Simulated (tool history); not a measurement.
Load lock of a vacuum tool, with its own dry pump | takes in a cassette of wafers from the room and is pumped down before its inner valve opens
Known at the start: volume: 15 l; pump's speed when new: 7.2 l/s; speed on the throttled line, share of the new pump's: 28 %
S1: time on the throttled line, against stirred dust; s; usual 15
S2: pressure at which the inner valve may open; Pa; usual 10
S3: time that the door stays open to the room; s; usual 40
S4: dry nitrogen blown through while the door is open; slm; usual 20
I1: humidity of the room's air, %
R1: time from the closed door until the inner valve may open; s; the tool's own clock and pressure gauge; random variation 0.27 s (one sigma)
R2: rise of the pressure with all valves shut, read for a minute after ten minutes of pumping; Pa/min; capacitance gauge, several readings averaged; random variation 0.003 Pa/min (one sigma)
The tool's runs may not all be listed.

Run 1, day 0: usual settings; I1 47.5. Result: R1 33 s, R2 0.224 Pa/min.
Run 2, day 8.817: usual settings; I1 44.1. Result: R1 33 s, R2 0.23 Pa/min.
Run 3, day 16.554: usual settings but S4 36 slm; I1 45.5. Result: R1 32.4 s, R2 0.227 Pa/min.
Run 4, day 23.838: usual settings but S3 70 s; I1 45.3. Result: R1 32.8 s, R2 0.251 Pa/min.
Run 5, day 35.954: usual settings but S3 70 s; I1 45.1. Result: R1 32.3 s, R2 0.256 Pa/min.
Run 6, day 45.588: usual settings but S3 70 s; I1 47.5. Result: R1 32.5 s, R2 0.27 Pa/min.
Run 7, day 58.75: usual settings; I1 42.9. Result: R1 32.8 s, R2 0.254 Pa/min.
Run 8, day 67.404: usual settings; I1 43.7. Result: R1 33.1 s, R2 0.27 Pa/min.
Run 9, day 75.267: usual settings but S1 26 s; I1 44.6. Result: R1 40.1 s, R2 0.269 Pa/min.
Run 10, day 85.446: usual settings but S1 26 s; I1 46.7. Result: R1 40.3 s, R2 0.277 Pa/min.
Run 11, day 93.125: usual settings; I1 43.5. Result: R1 33.4 s, R2 0.281 Pa/min.
Run 12, day 101.692: usual settings; I1 45.5. Result: R1 32.8 s, R2 0.29 Pa/min.
Run 13, day 113.138: usual settings; I1 42. Result: R1 33 s, R2 0.298 Pa/min.
Run 14, day 125.279: usual settings; I1 47.4. Result: R1 32.8 s, R2 0.31 Pa/min.
Run 15, day 136.942: usual settings; I1 45.4. Result: R1 33.2 s, R2 0.316 Pa/min.
Run 16, day 149.408: usual settings; I1 44.4. Result: R1 33.3 s, R2 0.329 Pa/min.
Run 17, day 162.017: usual settings; I1 44.6. Result: R1 33.1 s, R2 0.339 Pa/min.
Run 18, day 171.65: usual settings; I1 43.9. Result: R1 33.2 s, R2 0.35 Pa/min.
Run 19, day 179.429: usual settings but S1 23 s, S2 7 Pa, S3 100 s, S4 8 slm; I1 42.2. Result: R1 39.4 s, R2 0.381 Pa/min.
Run 20, day 192.25: usual settings but S1 18 s, S2 11 Pa, S3 77 s, S4 15 slm; I1 41. Result: R1 35 s, R2 0.386 Pa/min.
Run 21, day 201.583: usual settings but S2 8 Pa; I1 41.8. Result: R1 33.7 s, R2 0.365 Pa/min.
Run 22, day 211.762: usual settings but S3 42 s; I1 46.2. Result: R1 33.4 s, R2 0.377 Pa/min.
Run 23, day 220.054: usual settings but S3 42 s; I1 39.4. Result: R1 33.4 s, R2 0.37 Pa/min.
Run 24, day 232.792: usual settings but S1 25 s, S3 42 s; I1 42.7. Result: R1 39.8 s, R2 0.395 Pa/min.
Run 25, day 242.962: usual settings but S2 14 Pa, S3 77 s, S4 17 slm; I1 41.3. Result: R1 33 s, R2 0.404 Pa/min.
Run 26, day 253.358: usual settings but S1 11 s, S2 11 Pa, S3 32 s, S4 23 slm; I1 44.8. Result: R1 30.7 s, R2 0.397 Pa/min.
Run 27, day 263.892: usual settings but S1 8 s, S2 14 Pa; I1 44.3. Result: R1 27.7 s, R2 0.407 Pa/min.
Run 28, day 274.971: usual settings but S1 8 s, S2 14 Pa; I1 48.3. Result: R1 28.3 s, R2 0.429 Pa/min.
Run 29, day 287.888: usual settings but S1 8 s, S2 14 Pa; I1 41.9. Result: R1 28.1 s, R2 0.434 Pa/min.
Run 30, day 297.996: usual settings but S1 8 s, S2 14 Pa; I1 43.8. Result: R1 28.3 s, R2 0.438 Pa/min.
Run 31, day 308.208: usual settings but S1 8 s, S2 14 Pa; I1 44.3. Result: R1 28.3 s, R2 0.441 Pa/min.
Run 32, day 320.258: usual settings but S1 8 s, S2 14 Pa; I1 42.4. Result: R1 28.3 s, R2 0.449 Pa/min.
At day 326.792: dry pump taken out, an overhauled one fitted.
Run 33, day 326.792: usual settings but S1 8 s, S2 14 Pa, S3 109 s; I1 47.5. Result: R1 24.7 s, R2 0.494 Pa/min.
Run 34, day 340.704: usual settings but S1 8 s, S2 14 Pa, S3 109 s; I1 44.5. Result: R1 24 s, R2 0.503 Pa/min.
Run 35, day 350.117: usual settings but S1 13 s, S2 19 Pa, S3 26 s, S4 28 slm; I1 45.6. Result: R1 27.7 s, R2 0.473 Pa/min.
Run 36, day 358.992: usual settings but S1 13 s, S2 19 Pa, S3 26 s, S4 28 slm; I1 45.8. Result: R1 27.7 s, R2 0.487 Pa/min.

Hidden state or all else? Some run-to-run changes of R1, split into what the settings, what came in and random variation would give without the hidden state, and what is left for the hidden state (with any gauge scatter that isn't in both results):
The hidden state here: pump's speed, % of a new pump's; leak at the door's seal, Pa l/s; drift of the gauge itself on ready_s, %; drift of the gauge itself on rise_pa_min, %.
Run 8 -> 9: S1 15 -> 26. R1 +7 s: hidden state -0.5, all else +7.5.
Run 10 -> 11: S1 26 -> 15. R1 -6.9 s: hidden state +0.7, all else -7.6.
Run 24 -> 25: S1 25 -> 15, S2 10 -> 14, S3 42 -> 77, S4 20 -> 17. R1 -6.8 s: hidden state +0.4, all else -7.2.
Run 32 -> 33: S3 40 -> 109, dry pump taken out, an overhauled one fitted. R1 -3.6 s: hidden state -3.8, all else +0.2.

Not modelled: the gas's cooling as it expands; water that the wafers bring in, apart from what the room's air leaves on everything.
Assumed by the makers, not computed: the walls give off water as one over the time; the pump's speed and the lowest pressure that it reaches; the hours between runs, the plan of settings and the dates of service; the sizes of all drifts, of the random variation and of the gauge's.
